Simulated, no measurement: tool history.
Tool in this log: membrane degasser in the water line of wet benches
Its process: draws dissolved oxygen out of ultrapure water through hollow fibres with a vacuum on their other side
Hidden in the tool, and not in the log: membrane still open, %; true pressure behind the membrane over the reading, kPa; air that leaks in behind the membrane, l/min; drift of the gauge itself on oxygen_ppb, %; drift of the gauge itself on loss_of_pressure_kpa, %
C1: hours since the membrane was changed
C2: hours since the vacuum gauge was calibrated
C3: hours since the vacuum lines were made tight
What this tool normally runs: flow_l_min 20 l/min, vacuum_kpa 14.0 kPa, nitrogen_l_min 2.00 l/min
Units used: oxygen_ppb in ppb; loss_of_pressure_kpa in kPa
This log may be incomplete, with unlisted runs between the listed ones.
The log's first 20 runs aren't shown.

{"hour": 2234.2, "done": "seals of the vacuum lines changed"}
{"run": 21, "hour": 2241.2, "flow_l_min": 24, "vacuum_kpa": 14.2, "nitrogen_l_min": 3.35, "C1": 5368, "C2": 106, "C3": 7, "oxygen_ppb": 221.5, "loss_of_pressure_kpa": 41.91}
{"run": 22, "hour": 2394.5, "flow_l_min": 16, "vacuum_kpa": 14.0, "nitrogen_l_min": 2.0, "C1": 5521, "C2": 259, "C3": 160, "oxygen_ppb": 213.2, "loss_of_pressure_kpa": 28.04}
{"run": 23, "hour": 2539.6, "flow_l_min": 20, "vacuum_kpa": 23.0, "nitrogen_l_min": 1.74, "C1": 5667, "C2": 404, "C3": 305, "oxygen_ppb": 525.3, "loss_of_pressure_kpa": 35.1}
{"run": 24, "hour": 2620.0, "flow_l_min": 20, "vacuum_kpa": 23.0, "nitrogen_l_min": 1.74, "C1": 5747, "C2": 484, "C3": 386, "oxygen_ppb": 521.4, "loss_of_pressure_kpa": 35.03}
{"run": 25, "hour": 2746.8, "flow_l_min": 20, "vacuum_kpa": 23.0, "nitrogen_l_min": 1.74, "C1": 5874, "C2": 611, "C3": 513, "oxygen_ppb": 526.9, "loss_of_pressure_kpa": 35.08}
{"run": 26, "hour": 2838.3, "flow_l_min": 20, "vacuum_kpa": 23.0, "nitrogen_l_min": 1.74, "C1": 5965, "C2": 703, "C3": 604, "oxygen_ppb": 529.1, "loss_of_pressure_kpa": 35.16}
{"run": 27, "hour": 2951.7, "flow_l_min": 13, "vacuum_kpa": 11.7, "nitrogen_l_min": 1.56, "C1": 6079, "C2": 816, "C3": 718, "oxygen_ppb": 175.6, "loss_of_pressure_kpa": 22.76}
{"run": 28, "hour": 3055.6, "flow_l_min": 13, "vacuum_kpa": 11.7, "nitrogen_l_min": 1.56, "C1": 6183, "C2": 920, "C3": 821, "oxygen_ppb": 174.3, "loss_of_pressure_kpa": 22.72}
{"run": 29, "hour": 3184.4, "flow_l_min": 17, "vacuum_kpa": 8.9, "nitrogen_l_min": 2.2, "C1": 6311, "C2": 1049, "C3": 950, "oxygen_ppb": 120.9, "loss_of_pressure_kpa": 30.0}

The next listed run, before its measurement:
{"run": 30, "hour": 3344.4, "flow_l_min": 27, "vacuum_kpa": 14.0, "nitrogen_l_min": 2.21, "C1": 6471, "C2": 1209, "C3": 1110, "oxygen_ppb": "?", "loss_of_pressure_kpa": "?"}

Logged for run 30: oxygen_ppb 352.7 ppb, loss_of_pressure_kpa 47.42 kPa.
Had the tool carried no hidden state, the very same run would have given oxygen_ppb 336.3 ppb, loss_of_pressure_kpa 44.93 kPa.
